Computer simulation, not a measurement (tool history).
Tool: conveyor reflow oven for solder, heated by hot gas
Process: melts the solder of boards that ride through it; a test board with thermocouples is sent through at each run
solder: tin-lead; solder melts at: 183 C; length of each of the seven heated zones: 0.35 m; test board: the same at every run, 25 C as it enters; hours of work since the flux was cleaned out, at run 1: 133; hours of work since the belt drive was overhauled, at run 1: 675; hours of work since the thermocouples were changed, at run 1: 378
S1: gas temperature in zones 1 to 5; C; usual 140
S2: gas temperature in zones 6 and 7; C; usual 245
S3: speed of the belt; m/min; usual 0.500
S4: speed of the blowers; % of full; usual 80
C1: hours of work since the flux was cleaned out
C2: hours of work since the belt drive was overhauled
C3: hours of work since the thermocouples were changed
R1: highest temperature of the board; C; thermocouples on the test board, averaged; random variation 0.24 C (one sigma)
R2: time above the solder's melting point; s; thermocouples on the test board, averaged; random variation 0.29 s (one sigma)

run    hour   S1   S2     S3  S4   C1   C2    C3     R1    R2
  1     0.0  140  245  0.500  80  133  675   378  231.7  75.1
  2    59.5  140  233  0.500  80  171  713   416  221.0  67.9
  3   137.7  144  233  0.500  80  221  763   466  221.7  69.9
      213.0  -- flux residue cleaned out of gas plates and filters
  4   223.1  144  233  0.500  80    6  814   517  222.4  71.2
  5   263.9  140  245  0.500  80   33  840   543  232.6  76.0
      307.6  -- belt drive overhauled, speed set with a stopwatch
  6   325.6  140  245  0.500  80   69   11   580  232.2  74.3
  7   380.2  140  245  0.500  80  104   46   615  232.4  74.1
  8   440.0  140  245  0.500  80  143   85   653  231.9  74.2
  9   498.9  140  245  0.500  80  180  122   691  232.1  74.7
 10   579.8  140  245  0.500  80  232  174   742  231.7  74.3
 11   616.1  140  235  0.413  73  255  197   766  226.7  87.3
      634.1  -- flux residue cleaned out of gas plates and filters
 12   676.5  140  235  0.413  73   27  233   801  227.4  88.1
 13   710.8  140  235  0.413  73   49  255   823  227.3  87.8
 14   748.9  154  236  0.536  80   73  279   847  225.1  70.3
 15   821.4  154  236  0.536  80  120  325   894  224.7  71.1
 16   854.8  154  236  0.536  80  141  347   915  224.6  70.6
 17   893.6  154  236  0.536  80  166  371   940  224.5  70.9
 18   948.0  154  247  0.514  76  201  406   975  235.0  79.2
 19   988.2  127  235  0.500  76  226  432  1000  220.9  62.8
     1003.7  -- thermocouples of zones 6 and 7 changed
     1053.1  -- flux residue cleaned out of gas plates and filters
 20  1072.6  140  253  0.559  80   12  481    41  234.6  68.3

Forecast each of these 4 alternatives for the next run:
  A  1149.4  148  244  0.551  80  62  530  90   ?   ?
  B  1149.4  152  253  0.559  80  62  530  90   ?   ?
  C  1149.4  144  257  0.444  80  62  530  90   ?   ?
  D  1149.4  140  256  0.455  51  62  530  90   ?   ?

run     R1    R2
  A  228.8  69.1
  B  236.7  74.1
  C  245.9  93.8
  D  236.2  85.3
Without the tool's hidden state the same runs would have given:
run     R1    R2
  A  228.7  68.2
  B  236.6  73.2
  C  245.8  92.6
  D  235.9  84.2
